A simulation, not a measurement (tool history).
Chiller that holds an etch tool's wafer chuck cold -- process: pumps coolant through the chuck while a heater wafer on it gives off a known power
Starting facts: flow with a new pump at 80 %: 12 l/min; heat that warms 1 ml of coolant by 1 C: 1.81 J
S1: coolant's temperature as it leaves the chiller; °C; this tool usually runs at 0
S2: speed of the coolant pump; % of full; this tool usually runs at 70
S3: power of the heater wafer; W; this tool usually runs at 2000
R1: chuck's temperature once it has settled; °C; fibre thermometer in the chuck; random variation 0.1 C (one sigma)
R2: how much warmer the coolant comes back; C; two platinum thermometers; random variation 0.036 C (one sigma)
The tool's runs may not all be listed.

{"run": 1, "hour": 0.0, "S1": 0, "S2": 70, "S3": 2000, "R1": 16.1, "R2": 6.43}
{"run": 2, "hour": 78.6, "S1": 0, "S2": 70, "S3": 2000, "R1": 16.3, "R2": 6.45}
{"run": 3, "hour": 188.6, "S1": 0, "S2": 70, "S3": 2000, "R1": 16.2, "R2": 6.42}
{"run": 4, "hour": 261.8, "S1": 0, "S2": 70, "S3": 2000, "R1": 16.1, "R2": 6.51}
{"run": 5, "hour": 334.3, "S1": 0, "S2": 70, "S3": 2000, "R1": 16.1, "R2": 6.49}
{"run": 6, "hour": 447.7, "S1": 0, "S2": 70, "S3": 1384, "R1": 11.1, "R2": 4.43}
{"run": 7, "hour": 565.9, "S1": 0, "S2": 70, "S3": 1384, "R1": 11.2, "R2": 4.44}
{"run": 8, "hour": 711.8, "S1": 0, "S2": 70, "S3": 1194, "R1": 9.6, "R2": 3.84}
{"run": 9, "hour": 829.0, "S1": 0, "S2": 73, "S3": 2434, "R1": 19.2, "R2": 7.51}
{"run": 10, "hour": 957.0, "S1": 0, "S2": 73, "S3": 2434, "R1": 19.3, "R2": 7.49}
{"run": 11, "hour": 1027.5, "S1": 9, "S2": 82, "S3": 1800, "R1": 22.2, "R2": 4.84}
{"run": 12, "hour": 1186.5, "S1": 9, "S2": 82, "S3": 1800, "R1": 22.3, "R2": 4.83}
{"run": 13, "hour": 1271.5, "S1": 9, "S2": 82, "S3": 1800, "R1": 22.2, "R2": 4.83}
{"run": 14, "hour": 1339.9, "S1": 9, "S2": 82, "S3": 1800, "R1": 22.1, "R2": 4.83}
{"run": 15, "hour": 1464.4, "S1": 0, "S2": 70, "S3": 2627, "R1": 21.3, "R2": 8.5}
{"run": 16, "hour": 1609.0, "S1": 0, "S2": 70, "S3": 1927, "R1": 15.7, "R2": 6.25}

Consider 3 possible next runs. They are alternatives, not a sequence: every one starts from the tool as it was left by run 16. What does each give?
{"hour": 1644.5, "done": "chiller's thermometer calibrated"}
{"run": "A", "hour": 1750.3, "S1": 0, "S2": 70, "S3": 2215, "R1": "?", "R2": "?"}
{"hour": 1644.5, "done": "chiller's thermometer calibrated"}
{"run": "B", "hour": 1750.3, "S1": 0, "S2": 64, "S3": 1034, "R1": "?", "R2": "?"}
{"hour": 1644.5, "done": "chiller's thermometer calibrated"}
{"run": "C", "hour": 1750.3, "S1": 0, "S2": 60, "S3": 1927, "R1": "?", "R2": "?"}

run=A R1=18.1 R2=7.14
run=B R1=8.8 R2=3.68
run=C R1=17.5 R2=7.4
With no hidden state in the tool, these same runs would have given:
run=A R1=18.1 R2=7.14
run=B R1=8.8 R2=3.68
run=C R1=17.5 R2=7.4

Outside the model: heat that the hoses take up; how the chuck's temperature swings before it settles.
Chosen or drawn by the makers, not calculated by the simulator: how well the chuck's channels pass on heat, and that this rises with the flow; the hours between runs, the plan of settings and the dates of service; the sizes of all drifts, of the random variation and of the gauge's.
